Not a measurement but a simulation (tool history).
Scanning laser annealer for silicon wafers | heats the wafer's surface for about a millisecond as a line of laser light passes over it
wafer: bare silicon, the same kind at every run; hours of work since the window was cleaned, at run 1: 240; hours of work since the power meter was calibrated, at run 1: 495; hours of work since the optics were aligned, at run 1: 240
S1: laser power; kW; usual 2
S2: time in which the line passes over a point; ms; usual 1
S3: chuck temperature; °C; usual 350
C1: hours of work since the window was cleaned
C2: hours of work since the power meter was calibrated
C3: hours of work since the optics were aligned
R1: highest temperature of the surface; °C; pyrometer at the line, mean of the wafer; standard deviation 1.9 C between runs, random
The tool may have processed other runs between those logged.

{"run": 1, "hour": 0.0, "S1": 2, "S2": 1, "S3": 350, "C1": 240, "C2": 495, "C3": 240, "R1": 1185}
{"run": 2, "hour": 11.0, "S1": 2, "S2": 1, "S3": 350, "C1": 248, "C2": 503, "C3": 248, "R1": 1184}
{"run": 3, "hour": 22.6, "S1": 2, "S2": 0.77, "S3": 350, "C1": 257, "C2": 512, "C3": 257, "R1": 1079}
{"run": 4, "hour": 36.4, "S1": 1.987, "S2": 0.77, "S3": 350, "C1": 267, "C2": 523, "C3": 267, "R1": 1075}
{"run": 5, "hour": 54.0, "S1": 1.987, "S2": 0.77, "S3": 350, "C1": 281, "C2": 536, "C3": 281, "R1": 1075}
{"run": 6, "hour": 72.7, "S1": 2, "S2": 0.72, "S3": 350, "C1": 295, "C2": 550, "C3": 295, "R1": 1057}
{"run": 7, "hour": 87.3, "S1": 1.885, "S2": 0.72, "S3": 350, "C1": 306, "C2": 561, "C3": 306, "R1": 1016}
{"run": 8, "hour": 99.0, "S1": 1.776, "S2": 1, "S3": 350, "C1": 315, "C2": 570, "C3": 315, "R1": 1095}
{"run": 9, "hour": 116.1, "S1": 1.776, "S2": 1.12, "S3": 350, "C1": 328, "C2": 583, "C3": 328, "R1": 1142}
{"run": 10, "hour": 132.0, "S1": 2.166, "S2": 1.12, "S3": 350, "C1": 340, "C2": 596, "C3": 340, "R1": 1301}
{"run": 11, "hour": 151.9, "S1": 2.166, "S2": 1.12, "S3": 350, "C1": 356, "C2": 611, "C3": 356, "R1": 1304}
{"run": 12, "hour": 169.6, "S1": 2, "S2": 1, "S3": 350, "C1": 369, "C2": 624, "C3": 369, "R1": 1184}
{"run": 13, "hour": 182.4, "S1": 2, "S2": 1, "S3": 350, "C1": 379, "C2": 634, "C3": 379, "R1": 1185}
{"run": 14, "hour": 201.5, "S1": 2, "S2": 1, "S3": 350, "C1": 393, "C2": 649, "C3": 393, "R1": 1184}
{"run": 15, "hour": 219.7, "S1": 2, "S2": 1, "S3": 350, "C1": 407, "C2": 662, "C3": 407, "R1": 1182}
{"run": 16, "hour": 234.7, "S1": 2, "S2": 1, "S3": 321, "C1": 419, "C2": 674, "C3": 419, "R1": 1155}
{"run": 17, "hour": 255.9, "S1": 2, "S2": 1, "S3": 321, "C1": 435, "C2": 690, "C3": 435, "R1": 1154}
{"run": 18, "hour": 271.7, "S1": 2, "S2": 1, "S3": 321, "C1": 447, "C2": 702, "C3": 447, "R1": 1154}
{"run": 19, "hour": 291.5, "S1": 2, "S2": 1, "S3": 321, "C1": 462, "C2": 717, "C3": 462, "R1": 1158}
{"run": 20, "hour": 310.3, "S1": 2, "S2": 1, "S3": 321, "C1": 476, "C2": 731, "C3": 476, "R1": 1154}
{"run": 21, "hour": 323.4, "S1": 1.84, "S2": 1, "S3": 350, "C1": 486, "C2": 741, "C3": 486, "R1": 1121}
{"run": 22, "hour": 335.8, "S1": 2, "S2": 0.71, "S3": 350, "C1": 496, "C2": 751, "C3": 496, "R1": 1050}
{"run": 23, "hour": 345.9, "S1": 2, "S2": 0.71, "S3": 350, "C1": 503, "C2": 759, "C3": 503, "R1": 1050}
{"run": 24, "hour": 366.3, "S1": 1.749, "S2": 0.94, "S3": 321, "C1": 519, "C2": 774, "C3": 519, "R1": 1034}
{"run": 25, "hour": 380.1, "S1": 1.857, "S2": 1.16, "S3": 350, "C1": 529, "C2": 785, "C3": 529, "R1": 1190}

Expected results for the next run?
{"run": 26, "hour": 396.7, "S1": 2, "S2": 0.72, "S3": 326, "C1": 542, "C2": 797, "C3": 542, "R1": "?"}

R1: 1034 °C
Were there no unlogged condition in the tool, this run, its random variation unchanged, would have produced R1 1035 °C.

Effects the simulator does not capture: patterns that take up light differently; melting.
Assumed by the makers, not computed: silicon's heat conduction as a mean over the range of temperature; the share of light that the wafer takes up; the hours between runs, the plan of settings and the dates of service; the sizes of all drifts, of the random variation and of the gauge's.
